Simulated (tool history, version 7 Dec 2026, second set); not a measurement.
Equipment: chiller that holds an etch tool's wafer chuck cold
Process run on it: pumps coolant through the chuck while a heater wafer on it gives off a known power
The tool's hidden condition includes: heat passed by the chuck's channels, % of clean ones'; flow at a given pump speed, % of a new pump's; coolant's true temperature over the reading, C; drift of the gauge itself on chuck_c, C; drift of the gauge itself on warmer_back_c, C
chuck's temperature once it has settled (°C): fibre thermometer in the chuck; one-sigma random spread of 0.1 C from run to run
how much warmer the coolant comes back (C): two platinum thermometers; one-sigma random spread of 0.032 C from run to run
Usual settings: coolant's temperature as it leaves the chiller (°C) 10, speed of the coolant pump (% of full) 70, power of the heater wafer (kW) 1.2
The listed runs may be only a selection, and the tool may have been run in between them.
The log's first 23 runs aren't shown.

run,day,coolant's temperature as it leaves the chiller (°C),speed of the coolant pump (% of full),power of the heater wafer (kW),hours since the coolant was changed and the channels were flushed,hours since the pump was overhauled,hours since the chiller's thermometer was calibrated,chuck's temperature once it has settled (°C),how much warmer the coolant comes back (C)
24,33.642,10,98,0.936,4528,2639,4659,16,2.02
25,35.408,10,60,1.2,4571,2682,4701,21.6,4.33
26,37.35,3,64,1.09,4617,2728,4748,12.9,3.61
27,39.312,10,62,1.302,4664,2775,4795,22.2,4.49
28,41.338,10,90,0.903,4713,2824,4844,16.3,2.21
# day 41.5: chiller's thermometer calibrated
29,42.533,16,65,1.459,4741,2852,25,30,4.84
30,44.025,16,68,1.2,4776,2887,61,27.1,3.78
31,45.671,16,68,1.2,4816,2927,100,27.2,3.85
32,46.979,19,61,0.806,4847,2958,132,27.2,2.9

Each row is a separate what-if for the run after 32, all from the same tool condition, not one after another. Results?
A,47.904,19,61,0.673,4870,2981,154,?,?
B,47.904,5,91,0.95,4870,2981,154,?,?
C,47.904,0,86,0.601,4870,2981,154,?,?
D,47.904,1,70,0.627,4870,2981,154,?,?

run,chuck's temperature once it has settled (°C),how much warmer the coolant comes back (C)
A,25.9,2.41
B,12.4,2.25
C,4.6,1.48
D,6.8,1.93
Without the tool's hidden state the same runs would have given:
run,chuck's temperature once it has settled (°C),how much warmer the coolant comes back (C)
A,24.4,2.19
B,10.7,2.05
C,3.6,1.34
D,5.5,1.76

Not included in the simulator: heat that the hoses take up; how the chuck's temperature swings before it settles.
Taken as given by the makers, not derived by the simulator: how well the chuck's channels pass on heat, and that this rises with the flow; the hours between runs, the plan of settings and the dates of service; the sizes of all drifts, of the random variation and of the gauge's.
